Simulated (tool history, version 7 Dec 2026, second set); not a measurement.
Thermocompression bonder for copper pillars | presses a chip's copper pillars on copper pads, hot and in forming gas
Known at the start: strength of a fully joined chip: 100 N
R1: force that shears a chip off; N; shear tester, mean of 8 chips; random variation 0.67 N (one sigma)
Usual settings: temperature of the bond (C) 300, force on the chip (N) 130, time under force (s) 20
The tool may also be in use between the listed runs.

run 1 hour=0 | temperature_of_the_bond_(C)=300 force_on_the_chip_(N)=130 time_under_force_(s)=20 | R1=47.6
run 2 hour=17 | temperature_of_the_bond_(C)=300 force_on_the_chip_(N)=130 time_under_force_(s)=20 | R1=47.8
run 3 hour=35.5 | temperature_of_the_bond_(C)=300 force_on_the_chip_(N)=78 time_under_force_(s)=20 | R1=27
run 4 hour=44.9 | temperature_of_the_bond_(C)=300 force_on_the_chip_(N)=130 time_under_force_(s)=20 | R1=47.3
-- hour=54.9 heater calibrated with a thermocouple chip
run 5 hour=63.8 | temperature_of_the_bond_(C)=300 force_on_the_chip_(N)=130 time_under_force_(s)=21 | R1=48.4
run 6 hour=82.5 | temperature_of_the_bond_(C)=300 force_on_the_chip_(N)=130 time_under_force_(s)=20 | R1=50.4
run 7 hour=94.5 | temperature_of_the_bond_(C)=300 force_on_the_chip_(N)=130 time_under_force_(s)=20 | R1=50.4
run 8 hour=105.2 | temperature_of_the_bond_(C)=300 force_on_the_chip_(N)=130 time_under_force_(s)=20 | R1=50.4
run 9 hour=114.5 | temperature_of_the_bond_(C)=310 force_on_the_chip_(N)=122 time_under_force_(s)=20 | R1=51.3
run 10 hour=123.4 | temperature_of_the_bond_(C)=310 force_on_the_chip_(N)=122 time_under_force_(s)=20 | R1=51.3
run 11 hour=134.1 | temperature_of_the_bond_(C)=310 force_on_the_chip_(N)=122 time_under_force_(s)=20 | R1=52.4
run 12 hour=151.7 | temperature_of_the_bond_(C)=310 force_on_the_chip_(N)=91 time_under_force_(s)=36 | R1=48.5
-- hour=168.9 heater calibrated with a thermocouple chip, once more
run 13 hour=170.4 | temperature_of_the_bond_(C)=310 force_on_the_chip_(N)=91 time_under_force_(s)=36 | R1=39.3
run 14 hour=185.6 | temperature_of_the_bond_(C)=326 force_on_the_chip_(N)=130 time_under_force_(s)=33 | R1=63.9

4 ways to go on from here, each from the tool as it stands after run 14. What would each give?
run A hour=199.8 | temperature_of_the_bond_(C)=326 force_on_the_chip_(N)=116 time_under_force_(s)=13 | R1=?
run B hour=199.8 | temperature_of_the_bond_(C)=321 force_on_the_chip_(N)=130 time_under_force_(s)=17 | R1=?
run C hour=199.8 | temperature_of_the_bond_(C)=330 force_on_the_chip_(N)=151 time_under_force_(s)=15 | R1=?
run D hour=199.8 | temperature_of_the_bond_(C)=290 force_on_the_chip_(N)=97 time_under_force_(s)=11 | R1=?

run=A R1=42.8
run=B R1=50.5
run=C R1=59.3
run=D R1=21
Without the tool's hidden state the same runs would have given:
run=A R1=45.3
run=B R1=53.4
run=C R1=62.9
run=D R1=22.1

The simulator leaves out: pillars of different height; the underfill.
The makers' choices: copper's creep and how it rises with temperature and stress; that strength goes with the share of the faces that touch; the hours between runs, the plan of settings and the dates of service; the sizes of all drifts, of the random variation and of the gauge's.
